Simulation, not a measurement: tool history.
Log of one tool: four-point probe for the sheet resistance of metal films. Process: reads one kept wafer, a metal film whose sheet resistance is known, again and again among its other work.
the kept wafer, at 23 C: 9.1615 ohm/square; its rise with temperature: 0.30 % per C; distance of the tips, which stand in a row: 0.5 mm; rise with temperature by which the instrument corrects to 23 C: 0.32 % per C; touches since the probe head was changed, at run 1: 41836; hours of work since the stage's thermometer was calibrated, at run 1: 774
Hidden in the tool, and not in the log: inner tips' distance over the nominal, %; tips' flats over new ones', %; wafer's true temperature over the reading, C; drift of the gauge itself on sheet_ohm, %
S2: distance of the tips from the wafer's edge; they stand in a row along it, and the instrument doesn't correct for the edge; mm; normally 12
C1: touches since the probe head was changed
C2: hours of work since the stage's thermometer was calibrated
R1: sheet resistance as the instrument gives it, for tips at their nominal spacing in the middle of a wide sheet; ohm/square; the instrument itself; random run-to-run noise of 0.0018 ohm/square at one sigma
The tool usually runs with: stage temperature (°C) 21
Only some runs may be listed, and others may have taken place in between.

{"run": 1, "day": 0.0, "stage temperature (°C)": 21, "S2": 12, "C1": 41836, "C2": 774, "R1": 9.215063}
{"run": 2, "day": 0.908, "stage temperature (°C)": 21, "S2": 12, "C1": 42930, "C2": 788, "R1": 9.216538}
{"run": 3, "day": 1.888, "stage temperature (°C)": 21, "S2": 12, "C1": 44108, "C2": 802, "R1": 9.217374}
{"run": 4, "day": 3.554, "stage temperature (°C)": 21, "S2": 9, "C1": 46114, "C2": 827, "R1": 9.221915}
{"run": 5, "day": 5.562, "stage temperature (°C)": 21, "S2": 12, "C1": 48537, "C2": 856, "R1": 9.209945}
{"run": 6, "day": 7.25, "stage temperature (°C)": 29, "S2": 12, "C1": 50568, "C2": 881, "R1": 9.194629}
{"run": 7, "day": 8.546, "stage temperature (°C)": 29, "S2": 12, "C1": 52126, "C2": 900, "R1": 9.190907}
{"run": 8, "day": 10.654, "stage temperature (°C)": 29, "S2": 12, "C1": 54666, "C2": 932, "R1": 9.193417}
{"run": 9, "day": 12.25, "stage temperature (°C)": 29, "S2": 12, "C1": 56589, "C2": 955, "R1": 9.19358}
{"run": 10, "day": 13.588, "stage temperature (°C)": 25, "S2": 12, "C1": 58200, "C2": 975, "R1": 9.200517}
{"run": 11, "day": 15.062, "stage temperature (°C)": 25, "S2": 12, "C1": 59973, "C2": 997, "R1": 9.195509}
{"run": 12, "day": 16.054, "stage temperature (°C)": 25, "S2": 12, "C1": 61168, "C2": 1012, "R1": 9.197328}
{"run": 13, "day": 17.938, "stage temperature (°C)": 21, "S2": 8, "C1": 63438, "C2": 1039, "R1": 9.217877}
{"run": 14, "day": 19.846, "stage temperature (°C)": 21, "S2": 8, "C1": 65736, "C2": 1068, "R1": 9.212345}
{"run": 15, "day": 21.229, "stage temperature (°C)": 21, "S2": 12, "C1": 67399, "C2": 1088, "R1": 9.202315}
{"run": 16, "day": 23.154, "stage temperature (°C)": 21, "S2": 6, "C1": 69721, "C2": 1117, "R1": 9.226476}
{"run": 17, "day": 24.638, "stage temperature (°C)": 21, "S2": 3, "C1": 71504, "C2": 1138, "R1": 9.327744}
{"run": 18, "day": 26.621, "stage temperature (°C)": 21, "S2": 7, "C1": 73893, "C2": 1168, "R1": 9.212936}
{"run": 19, "day": 27.7, "stage temperature (°C)": 21, "S2": 7, "C1": 75193, "C2": 1184, "R1": 9.215968}
{"run": 20, "day": 29.888, "stage temperature (°C)": 21, "S2": 12, "C1": 77827, "C2": 1216, "R1": 9.198661}
{"run": 21, "day": 31.0, "stage temperature (°C)": 21, "S2": 12, "C1": 79169, "C2": 1233, "R1": 9.197556}
{"run": 22, "day": 32.988, "stage temperature (°C)": 20, "S2": 12, "C1": 81563, "C2": 1262, "R1": 9.195193}
{"run": 23, "day": 34.496, "stage temperature (°C)": 31, "S2": 4, "C1": 83376, "C2": 1284, "R1": 9.241283}
{"run": 24, "day": 36.179, "stage temperature (°C)": 19, "S2": 7, "C1": 85408, "C2": 1309, "R1": 9.212162}
{"run": 25, "day": 37.212, "stage temperature (°C)": 26, "S2": 14, "C1": 86650, "C2": 1324, "R1": 9.182268}
{"run": 26, "day": 38.654, "stage temperature (°C)": 26, "S2": 14, "C1": 88386, "C2": 1346, "R1": 9.17887}
{"run": 27, "day": 40.396, "stage temperature (°C)": 26, "S2": 14, "C1": 90485, "C2": 1372, "R1": 9.180628}
{"run": 28, "day": 42.071, "stage temperature (°C)": 28, "S2": 7, "C1": 92502, "C2": 1396, "R1": 9.192541}
{"run": 29, "day": 43.238, "stage temperature (°C)": 29, "S2": 6, "C1": 93904, "C2": 1414, "R1": 9.200291}
{"run": 30, "day": 45.004, "stage temperature (°C)": 19, "S2": 6, "C1": 96033, "C2": 1440, "R1": 9.218095}
{"run": 31, "day": 46.212, "stage temperature (°C)": 29, "S2": 10, "C1": 97487, "C2": 1458, "R1": 9.175069}
{"run": 32, "day": 47.729, "stage temperature (°C)": 21, "S2": 6, "C1": 99314, "C2": 1480, "R1": 9.213687}
{"run": 33, "day": 49.746, "stage temperature (°C)": 26, "S2": 75, "C1": 101744, "C2": 1510, "R1": 9.165023}
{"run": 34, "day": 51.838, "stage temperature (°C)": 25, "S2": 68, "C1": 104265, "C2": 1541, "R1": 9.165249}
{"run": 35, "day": 53.162, "stage temperature (°C)": 20, "S2": 12, "C1": 105859, "C2": 1560, "R1": 9.186002}
{"run": 36, "day": 54.625, "stage temperature (°C)": 23, "S2": 34, "C1": 107620, "C2": 1582, "R1": 9.168218}
{"run": 37, "day": 56.596, "stage temperature (°C)": 25, "S2": 9, "C1": 109992, "C2": 1611, "R1": 9.179649}
{"day": 57.029, "done": "new probe head fitted"}
{"run": 38, "day": 58.358, "stage temperature (°C)": 25, "S2": 30, "C1": 1598, "C2": 1637, "R1": 9.165484}
{"run": 39, "day": 59.438, "stage temperature (°C)": 25, "S2": 30, "C1": 2900, "C2": 1653, "R1": 9.164907}
{"run": 40, "day": 60.55, "stage temperature (°C)": 30, "S2": 20, "C1": 4237, "C2": 1669, "R1": 9.156507}
{"run": 41, "day": 62.075, "stage temperature (°C)": 30, "S2": 20, "C1": 6073, "C2": 1692, "R1": 9.153987}

What does the tool deliver on the next run?
{"run": 42, "day": 63.488, "stage temperature (°C)": 27, "S2": 25, "C1": 7775, "C2": 1712, "R1": "?"}

Run 42 came out at R1 9.158890 ohm/square.
Had the tool carried no hidden state, the very same run would have given R1 9.155621 ohm/square.

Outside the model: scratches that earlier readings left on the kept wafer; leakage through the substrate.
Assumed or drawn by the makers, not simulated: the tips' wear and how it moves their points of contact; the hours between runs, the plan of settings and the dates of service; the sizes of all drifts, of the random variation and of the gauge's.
